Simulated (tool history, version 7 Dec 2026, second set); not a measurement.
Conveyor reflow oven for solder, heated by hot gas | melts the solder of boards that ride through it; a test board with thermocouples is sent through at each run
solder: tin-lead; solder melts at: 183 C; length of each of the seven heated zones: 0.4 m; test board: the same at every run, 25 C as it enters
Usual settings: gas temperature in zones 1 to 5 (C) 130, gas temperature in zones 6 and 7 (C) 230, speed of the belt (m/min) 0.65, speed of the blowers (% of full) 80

run,hour,gas temperature in zones 1 to 5 (C),gas temperature in zones 6 and 7 (C),speed of the belt (m/min),speed of the blowers (% of full),highest temperature of the board (C),time above the solder's melting point (s)
1,0,130,230,0.65,80,211.5,48.3
2,16.8,130,230,0.65,80,212,47.2
3,30.8,130,230,0.65,80,211.5,47.9
4,42.2,130,230,0.65,80,211.3,47.7
5,57.4,128,230,0.65,80,211,46.8
6,65.3,128,230,0.65,80,211.1,46.7
7,77.8,128,230,0.65,80,211.4,46.8
8,87.1,130,230,0.65,87,214.2,50
9,99.5,130,230,0.65,77,210.5,46.7
10,109.6,136,230,0.65,80,213.1,50.4
11,123.7,136,230,0.65,80,213.1,50.7
12,137.8,130,230,0.669,80,210.3,45.3
13,146.4,124,227,0.711,89,207.6,38.3
# hour 152.2: flux residue cleaned out of gas plates and filters
14,165.7,130,230,0.712,78,207.7,39
15,179.7,115,230,0.65,56,197.9,26.6
16,187.5,119,224,0.759,80,197.8,23.8
17,195.1,121,224,0.65,80,204.9,38.3
18,212.5,135,233,0.65,80,214,52.5
19,223.8,133,221,0.553,80,209,56
20,233,140,241,0.553,80,227.9,73.9
21,246.3,125,241,0.553,61,218.3,61
# hour 256.1: flux residue cleaned out of gas plates and filters, once more
22,261.4,124,230,0.542,80,218.5,63.7
23,273.3,123,235,0.672,53,202.3,32.2

Forecast each of these 3 alternatives for the next run:
A,288.2,123,235,0.661,51,?,?
B,288.2,123,244,0.672,53,?,?
C,288.2,131,230,0.538,80,?,?

run,highest temperature of the board (C),time above the solder's melting point (s)
A,202.2,32.3
B,209.4,40.8
C,219.7,67.1
Without the tool's hidden state the same runs would have given:
run,highest temperature of the board (C),time above the solder's melting point (s)
A,200.4,30
B,207.6,38.8
C,217.7,65.2
